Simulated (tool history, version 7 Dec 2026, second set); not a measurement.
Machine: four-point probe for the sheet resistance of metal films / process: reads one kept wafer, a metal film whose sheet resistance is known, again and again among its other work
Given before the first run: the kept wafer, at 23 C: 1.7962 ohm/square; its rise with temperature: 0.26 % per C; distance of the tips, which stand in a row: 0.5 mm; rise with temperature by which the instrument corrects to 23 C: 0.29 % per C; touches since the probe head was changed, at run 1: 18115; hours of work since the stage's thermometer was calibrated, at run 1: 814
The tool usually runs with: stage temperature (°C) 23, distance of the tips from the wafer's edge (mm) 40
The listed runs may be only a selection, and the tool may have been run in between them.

run   hour  stage temperature (°C)  distance of the tips from the wafer's edge (mm)  touches since the probe head was changed  hours of work since the stage's thermometer was calibrated  sheet resistance as the instrument gives it (ohm/square)
  1      0                      23                                               40                                     18115                                                         814                                                  1.784175
  2   24.3                      23                                               33                                     18723                                                         828                                                  1.782942
  3   52.2                      23                                               33                                     19421                                                         845                                                  1.784031
  4   75.5                      21                                               40                                     20004                                                         859                                                  1.784292
  5  106.7                      21                                               40                                     20784                                                         877                                                  1.784307
  6  124.8                      23                                               40                                     21239                                                         888                                                   1.78352
  7  146.2                      23                                               40                                     21774                                                         901                                                  1.782819
  8  163.3                      23                                               40                                     22202                                                         911                                                  1.783603
  9  187.5                      23                                                6                                     22809                                                         926                                                  1.789671
 10  214.2                      29                                                6                                     23476                                                         942                                                   1.78698
 11  234.9                      29                                                6                                     23993                                                         954                                                  1.786772
 12  257.4                      29                                                6                                     24558                                                         967                                                  1.786146
 13  284.7                      29                                                6                                     25241                                                         984                                                  1.786216
 14  308.3                      29                                                6                                     25832                                                         998                                                  1.787139
     311.2  -- stage's thermometer calibrated
 15  327.6                      23                                               40                                     26303                                                          10                                                  1.783778
 16  357.8                      23                                               40                                     27058                                                          28                                                  1.783738
 17  374.1                      23                                               40                                     27466                                                          38                                                  1.783836
 18  405.3                      23                                               74                                     28247                                                          56                                                  1.783553
 19  429.3                      23                                               74                                     28848                                                          71                                                  1.783461
 20  442.6                      23                                               74                                     29179                                                          78                                                  1.783568
     465.1  -- stage's thermometer calibrated, once more
 21  465.1                      25                                               40                                     29732                                                           0                                                  1.779335
 22  489.2                      25                                                5                                     30333                                                          14                                                  1.789815
 23    512                      25                                                5                                     30905                                                          28                                                  1.789448
 24  541.8                      32                                               17                                     31651                                                          46                                                  1.776868
 25  566.4                      29                                               53                                     32267                                                          60                                                  1.778333
 26  580.1                      29                                               53                                     32609                                                          69                                                  1.778044
 27  609.7                      26                                               11                                     33349                                                          86                                                  1.780554
 28  622.8                      26                                               11                                     33678                                                          94                                                  1.781526
 29  653.8                      26                                               37                                     34454                                                         113                                                  1.778818
 30  672.4                      26                                                8                                     34918                                                         124                                                  1.782582
 31  698.5                      27                                               42                                     35573                                                         139                                                  1.779114
 32  719.6                      27                                                4                                     36100                                                         152                                                  1.793691
 33  735.8                      21                                               58                                     36506                                                         162                                                  1.781453
 34  763.5                      31                                                8                                     37199                                                         178                                                  1.780791
 35  793.5                      20                                               14                                     37950                                                         196                                                  1.783289
 36  807.4                      20                                               14                                     38298                                                         204                                                  1.782722
 37  835.8                      34                                               72                                     39009                                                         221                                                  1.775122

Table of differences, measured result less the result of that run with no hidden state. Run-to-run variation is the same in both. Gauge scatter possibly is not:
Hidden state present: inner tips' distance over the nominal, %; tips' flats over new ones', %; wafer's true temperature over the reading, C; drift of the gauge itself on sheet_ohm, %.
run  sheet resistance as the instrument gives it (ohm/square)
  1                                                 -0.012839
  2                                                 -0.012867
  3                                                 -0.012909
  4                                                 -0.012937
  5                                                 -0.012988
  6                                                 -0.013017
  7                                                 -0.013048
  8                                                 -0.013087
  9                                                 -0.013167
 10                                                 -0.013217
 11                                                 -0.013248
 12                                                 -0.013271
 13                                                 -0.013307
 14                                                 -0.013351
 15                                                 -0.012755
 16                                                 -0.012808
 17                                                 -0.012838
 18                                                 -0.012883
 19                                                 -0.012913
 20                                                 -0.012936
 21                                                 -0.015365
 22                                                 -0.015485
 23                                                 -0.015518
 24                                                 -0.015461
 25                                                 -0.015515
 26                                                 -0.015536
 27                                                 -0.015607
 28                                                 -0.015636
 29                                                 -0.015657
 30                                                 -0.015721
 31                                                 -0.015738
 32                                                 -0.015891
 33                                                 -0.015815
 34                                                 -0.015862
 35                                                 -0.015915
 36                                                  -0.01593
 37                                                  -0.01592
